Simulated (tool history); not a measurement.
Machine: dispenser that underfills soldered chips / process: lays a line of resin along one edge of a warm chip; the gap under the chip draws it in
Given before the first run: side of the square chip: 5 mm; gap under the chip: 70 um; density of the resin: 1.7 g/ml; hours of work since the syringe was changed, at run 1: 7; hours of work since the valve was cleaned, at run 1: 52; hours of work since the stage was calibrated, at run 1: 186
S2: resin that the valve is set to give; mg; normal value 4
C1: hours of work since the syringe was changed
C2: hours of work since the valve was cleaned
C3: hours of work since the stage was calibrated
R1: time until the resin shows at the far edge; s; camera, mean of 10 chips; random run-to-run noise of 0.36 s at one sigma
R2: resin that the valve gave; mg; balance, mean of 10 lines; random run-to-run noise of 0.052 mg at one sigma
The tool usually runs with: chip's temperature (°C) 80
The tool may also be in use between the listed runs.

{"run": 1, "day": 0.0, "chip's temperature (°C)": 80, "S2": 4, "C1": 7, "C2": 52, "C3": 186, "R1": 34.5, "R2": 3.77}
{"day": 0.2, "done": "new syringe of resin"}
{"run": 2, "day": 0.429, "chip's temperature (°C)": 80, "S2": 4, "C1": 4, "C2": 59, "C3": 194, "R1": 28, "R2": 3.66}
{"day": 0.796, "done": "new syringe of resin"}
{"run": 3, "day": 0.883, "chip's temperature (°C)": 85, "S2": 4, "C1": 2, "C2": 67, "C3": 201, "R1": 19.1, "R2": 3.74}
{"run": 4, "day": 1.083, "chip's temperature (°C)": 85, "S2": 4, "C1": 5, "C2": 70, "C3": 205, "R1": 25.2, "R2": 3.68}
{"day": 1.404, "done": "new syringe of resin"}
{"run": 5, "day": 1.408, "chip's temperature (°C)": 80, "S2": 4, "C1": 0, "C2": 76, "C3": 210, "R1": 22.9, "R2": 3.67}
{"run": 6, "day": 1.725, "chip's temperature (°C)": 80, "S2": 4, "C1": 6, "C2": 81, "C3": 216, "R1": 31.2, "R2": 3.69}
{"run": 7, "day": 1.962, "chip's temperature (°C)": 80, "S2": 4, "C1": 10, "C2": 86, "C3": 220, "R1": 41.2, "R2": 3.67}
{"day": 2.0, "done": "new syringe of resin"}
{"run": 8, "day": 2.162, "chip's temperature (°C)": 80, "S2": 4, "C1": 3, "C2": 89, "C3": 223, "R1": 26.4, "R2": 3.58}
{"run": 9, "day": 2.483, "chip's temperature (°C)": 80, "S2": 4, "C1": 8, "C2": 94, "C3": 229, "R1": 37.5, "R2": 3.64}
{"day": 2.596, "done": "new syringe of resin"}
{"run": 10, "day": 2.833, "chip's temperature (°C)": 80, "S2": 4, "C1": 4, "C2": 100, "C3": 235, "R1": 29.1, "R2": 3.59}
{"day": 3.192, "done": "new syringe of resin"}
{"run": 11, "day": 3.304, "chip's temperature (°C)": 80, "S2": 3.5, "C1": 2, "C2": 108, "C3": 243, "R1": 26.7, "R2": 3.12}
{"run": 12, "day": 3.608, "chip's temperature (°C)": 80, "S2": 3.95, "C1": 7, "C2": 113, "C3": 248, "R1": 35.1, "R2": 3.53}
{"day": 3.8, "done": "new syringe of resin"}
{"run": 13, "day": 3.946, "chip's temperature (°C)": 91, "S2": 4, "C1": 3, "C2": 119, "C3": 253, "R1": 16.4, "R2": 3.59}
{"run": 14, "day": 4.183, "chip's temperature (°C)": 84, "S2": 5.07, "C1": 7, "C2": 123, "C3": 258, "R1": 27.8, "R2": 4.52}
{"day": 4.388, "done": "new syringe of resin"}
{"run": 15, "day": 4.617, "chip's temperature (°C)": 84, "S2": 5.07, "C1": 4, "C2": 130, "C3": 265, "R1": 23.2, "R2": 4.52}
{"run": 16, "day": 4.875, "chip's temperature (°C)": 85, "S2": 4.22, "C1": 8, "C2": 135, "C3": 269, "R1": 30, "R2": 3.68}
{"day": 5.0, "done": "new syringe of resin"}
{"run": 17, "day": 5.217, "chip's temperature (°C)": 80, "S2": 4.2, "C1": 4, "C2": 141, "C3": 275, "R1": 28.7, "R2": 3.67}
{"day": 5.362, "done": "dispensing valve cleaned and set on the balance"}
{"run": 18, "day": 5.575, "chip's temperature (°C)": 80, "S2": 4.2, "C1": 9, "C2": 4, "C3": 281, "R1": 39.4, "R2": 4.16}
{"day": 5.658, "done": "new syringe of resin"}
{"run": 19, "day": 5.788, "chip's temperature (°C)": 67, "S2": 4, "C1": 2, "C2": 7, "C3": 284, "R1": 43.2, "R2": 4.01}
{"run": 20, "day": 6.129, "chip's temperature (°C)": 91, "S2": 5.04, "C1": 8, "C2": 13, "C3": 290, "R1": 22.2, "R2": 5.02}
{"day": 6.279, "done": "new syringe of resin"}
{"run": 21, "day": 6.45, "chip's temperature (°C)": 90, "S2": 5.04, "C1": 3, "C2": 18, "C3": 295, "R1": 16.4, "R2": 4.95}
{"run": 22, "day": 6.792, "chip's temperature (°C)": 90, "S2": 5.04, "C1": 9, "C2": 24, "C3": 301, "R1": 25.1, "R2": 5.03}
{"day": 6.875, "done": "new syringe of resin"}
{"run": 23, "day": 7.154, "chip's temperature (°C)": 84, "S2": 3.41, "C1": 5, "C2": 30, "C3": 307, "R1": 26.6, "R2": 3.22}
{"run": 24, "day": 7.375, "chip's temperature (°C)": 74, "S2": 3.41, "C1": 9, "C2": 34, "C3": 311, "R1": 52, "R2": 3.31}
{"day": 7.492, "done": "new syringe of resin"}
{"run": 25, "day": 7.7, "chip's temperature (°C)": 74, "S2": 3.41, "C1": 4, "C2": 40, "C3": 317, "R1": 37.9, "R2": 3.36}
{"day": 8.079, "done": "new syringe of resin"}
{"run": 26, "day": 8.154, "chip's temperature (°C)": 77, "S2": 4.01, "C1": 1, "C2": 47, "C3": 324, "R1": 27.9, "R2": 3.81}

Here are 4 independent what-if runs from the current tool condition. What would each one return?
{"run": "A", "day": 8.396, "chip's temperature (°C)": 67, "S2": 3.44, "C1": 5, "C2": 52, "C3": 329, "R1": "?", "R2": "?"}
{"run": "B", "day": 8.396, "chip's temperature (°C)": 89, "S2": 3.59, "C1": 5, "C2": 52, "C3": 329, "R1": "?", "R2": "?"}
{"run": "C", "day": 8.396, "chip's temperature (°C)": 88, "S2": 4, "C1": 5, "C2": 52, "C3": 329, "R1": "?", "R2": "?"}
{"run": "D", "day": 8.396, "chip's temperature (°C)": 82, "S2": 5.16, "C1": 5, "C2": 52, "C3": 329, "R1": "?", "R2": "?"}

run=A R1=59.4 R2=3.34
run=B R1=22.9 R2=3.45
run=C R1=22 R2=3.86
run=D R1=26.9 R2=4.95
What these runs would have given with no unlogged condition in the tool:
run=A R1=38.1 R2=3.51
run=B R1=14.9 R2=3.63
run=C R1=14.3 R2=4.06
run=D R1=17.6 R2=5.21
